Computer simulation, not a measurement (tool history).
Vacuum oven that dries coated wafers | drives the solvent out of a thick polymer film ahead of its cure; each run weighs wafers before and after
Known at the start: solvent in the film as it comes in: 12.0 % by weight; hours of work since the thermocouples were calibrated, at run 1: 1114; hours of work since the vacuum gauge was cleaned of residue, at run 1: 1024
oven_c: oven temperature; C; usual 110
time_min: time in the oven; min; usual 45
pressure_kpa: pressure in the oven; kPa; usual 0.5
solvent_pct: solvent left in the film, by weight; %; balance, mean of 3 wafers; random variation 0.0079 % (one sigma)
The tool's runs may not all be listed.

| run | hour | oven_c | time_min | pressure_kpa | hours of work since the thermocouples were calibrated | hours of work since the vacuum gauge was cleaned of residue | solvent_pct |
|---|---|---|---|---|---|---|---|
| 1 | 0 | 110 | 45 | 0.5 | 1114 | 1024 | 1.173 |
| 2 | 51.8 | 110 | 45 | 0.682 | 1136 | 1046 | 1.263 |
| 3 | 138.8 | 110 | 45 | 0.682 | 1174 | 1084 | 1.251 |
| 4 | 190.3 | 110 | 45 | 0.682 | 1197 | 1107 | 1.257 |
| 5 | 251.2 | 110 | 45 | 0.682 | 1223 | 1133 | 1.259 |
| 6 | 327.5 | 110 | 45 | 0.486 | 1257 | 1167 | 1.166 |
| 7 | 411.6 | 122 | 45 | 0.5 | 1293 | 1203 | 0.416 |
| 8 | 478 | 110 | 45 | 0.27 | 1322 | 1232 | 1.074 |
| 9 | 542.9 | 110 | 45 | 0.5 | 1351 | 1261 | 1.184 |
|  | 572.9 | oven's thermocouples calibrated |
| 10 | 587.1 | 110 | 45 | 0.5 | 6 | 1279 | 1.402 |
| 11 | 625.6 | 110 | 45 | 0.5 | 23 | 1296 | 1.406 |
| 12 | 672.5 | 100 | 79 | 0.607 | 43 | 1316 | 1.381 |
| 13 | 753.9 | 102 | 51 | 0.602 | 79 | 1352 | 2.126 |
| 14 | 794.8 | 102 | 51 | 0.602 | 97 | 1370 | 2.124 |
| 15 | 860.4 | 102 | 51 | 0.602 | 125 | 1398 | 2.136 |
| 16 | 915.9 | 103 | 32 | 1.691 | 150 | 1422 | 3.949 |
| 17 | 971.2 | 103 | 32 | 1.691 | 174 | 1447 | 3.933 |

Run 18 comes next. What will it give?
|  | 1021.3 | vacuum gauge cleaned of residue and calibrated |
| 18 | 1068.5 | 103 | 32 | 1.691 | 216 | 21 | ? |

Run 18 gave solvent_pct 3.764 %.
Without the tool's hidden state the same run would have given solvent_pct 3.841 %.

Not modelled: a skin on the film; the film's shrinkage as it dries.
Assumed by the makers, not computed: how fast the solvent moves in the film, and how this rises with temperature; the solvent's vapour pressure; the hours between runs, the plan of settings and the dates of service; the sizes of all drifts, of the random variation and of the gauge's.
